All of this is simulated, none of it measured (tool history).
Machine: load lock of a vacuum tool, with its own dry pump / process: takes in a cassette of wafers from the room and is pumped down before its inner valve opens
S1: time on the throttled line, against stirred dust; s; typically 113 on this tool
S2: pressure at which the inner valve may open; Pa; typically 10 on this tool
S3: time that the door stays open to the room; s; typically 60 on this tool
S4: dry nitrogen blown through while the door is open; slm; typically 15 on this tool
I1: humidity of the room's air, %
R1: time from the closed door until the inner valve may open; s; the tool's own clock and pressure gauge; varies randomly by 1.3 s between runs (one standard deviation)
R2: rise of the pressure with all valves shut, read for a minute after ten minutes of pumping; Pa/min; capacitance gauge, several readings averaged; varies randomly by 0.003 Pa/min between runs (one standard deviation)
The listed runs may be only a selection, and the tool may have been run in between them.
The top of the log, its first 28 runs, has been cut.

run 29 day=329.300 | S1=113 S2=10 S3=42 S4=15 | I1=45.3 | R1=229.1 R2=0.548
run 30 day=340.008 | S1=66 S2=13 S3=124 S4=43 | I1=45.6 | R1=188.7 R2=0.555
run 31 day=352.058 | S1=113 S2=16 S3=60 S4=15 | I1=41.7 | R1=220.6 R2=0.585
run 32 day=365.879 | S1=113 S2=13 S3=60 S4=15 | I1=48.9 | R1=226.4 R2=0.615
run 33 day=375.279 | S1=204 S2=10 S3=230 S4=5 | I1=43.7 | R1=303.1 R2=0.672
run 34 day=392.942 | S1=204 S2=10 S3=230 S4=5 | I1=46.8 | R1=301.8 R2=0.712
run 35 day=406.475 | S1=181 S2=13 S3=182 S4=15 | I1=42.9 | R1=283.6 R2=0.695
run 36 day=423.962 | S1=100 S2=14 S3=60 S4=10 | I1=44.5 | R1=221.7 R2=0.730

What if the next run were any one of these 3? Each begins from the tool's condition after run 36:
-- day=426.333 door's seal changed, seat wiped
run A day=435.242 | S1=100 S2=13 S3=60 S4=12 | I1=44.3 | R1=? R2=?
-- day=426.333 door's seal changed, seat wiped
run B day=435.242 | S1=107 S2=11 S3=60 S4=15 | I1=47.3 | R1=? R2=?
-- day=426.333 door's seal changed, seat wiped
run C day=435.242 | S1=100 S2=8 S3=215 S4=14 | I1=43.4 | R1=? R2=?

run=A R1=220.7 R2=0.032
run=B R1=230.4 R2=0.037
run=C R1=229.5 R2=0.051
Had the tool no hidden state, the same runs would have come out as:
run=A R1=202.9 R2=0.028
run=B R1=212.2 R2=0.033
run=C R1=210.7 R2=0.047
